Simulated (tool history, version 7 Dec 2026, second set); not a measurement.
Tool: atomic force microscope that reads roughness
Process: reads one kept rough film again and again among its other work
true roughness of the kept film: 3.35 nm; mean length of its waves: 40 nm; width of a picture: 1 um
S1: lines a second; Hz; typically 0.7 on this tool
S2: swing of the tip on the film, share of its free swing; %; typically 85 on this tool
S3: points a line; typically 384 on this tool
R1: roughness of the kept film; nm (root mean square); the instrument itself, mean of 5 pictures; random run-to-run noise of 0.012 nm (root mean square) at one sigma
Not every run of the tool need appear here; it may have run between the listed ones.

run 1 day=0 | S1=0.7 S2=85 S3=384 | R1=2.796
run 2 day=0.504 | S1=0.7 S2=85 S3=384 | R1=2.718
run 3 day=1.083 | S1=0.7 S2=85 S3=384 | R1=2.65
-- day=1.488 new tip fitted
run 4 day=1.488 | S1=0.7 S2=85 S3=384 | R1=2.896
run 5 day=1.983 | S1=2.715 S2=85 S3=384 | R1=2.444
run 6 day=2.304 | S1=2.715 S2=85 S3=384 | R1=2.418
run 7 day=2.6 | S1=0.7 S2=85 S3=927 | R1=2.769
run 8 day=3.058 | S1=0.7 S2=85 S3=384 | R1=2.672
run 9 day=3.504 | S1=0.7 S2=85 S3=384 | R1=2.62
-- day=3.762 new tip fitted
run 10 day=4.008 | S1=0.7 S2=85 S3=384 | R1=2.895
run 11 day=4.425 | S1=0.7 S2=85 S3=563 | R1=2.819
-- day=4.5 height scale calibrated on a step standard
run 12 day=4.754 | S1=0.7 S2=85 S3=384 | R1=2.784
run 13 day=5.183 | S1=0.7 S2=85 S3=384 | R1=2.704
run 14 day=5.554 | S1=1 S2=58 S3=434 | R1=2.791
run 15 day=5.967 | S1=1.92 S2=55 S3=384 | R1=2.705
-- day=6.058 new tip fitted
run 16 day=6.5 | S1=0.527 S2=85 S3=648 | R1=2.909
run 17 day=6.792 | S1=0.527 S2=85 S3=648 | R1=2.864
run 18 day=7.229 | S1=0.527 S2=85 S3=648 | R1=2.779
-- day=7.338 height scale calibrated on a step standard, once more
run 19 day=7.617 | S1=2.446 S2=61 S3=831 | R1=2.712
run 20 day=8.167 | S1=0.7 S2=65 S3=431 | R1=2.713
-- day=8.362 new tip fitted
run 21 day=8.733 | S1=0.7 S2=74 S3=497 | R1=2.93
run 22 day=9.012 | S1=0.633 S2=74 S3=734 | R1=2.891
run 23 day=9.362 | S1=0.633 S2=74 S3=734 | R1=2.85

Forecast each of these 3 alternatives for the next run:
run A day=9.638 | S1=1.969 S2=85 S3=363 | R1=?
run B day=9.638 | S1=0.7 S2=73 S3=275 | R1=?
run C day=9.638 | S1=0.717 S2=74 S3=573 | R1=?

run=A R1=2.49
run=B R1=2.784
run=C R1=2.801
Stripped of hidden state, with their random variation kept, the same runs would have yielded:
run=A R1=2.666
run=B R1=2.98
run=C R1=2.999
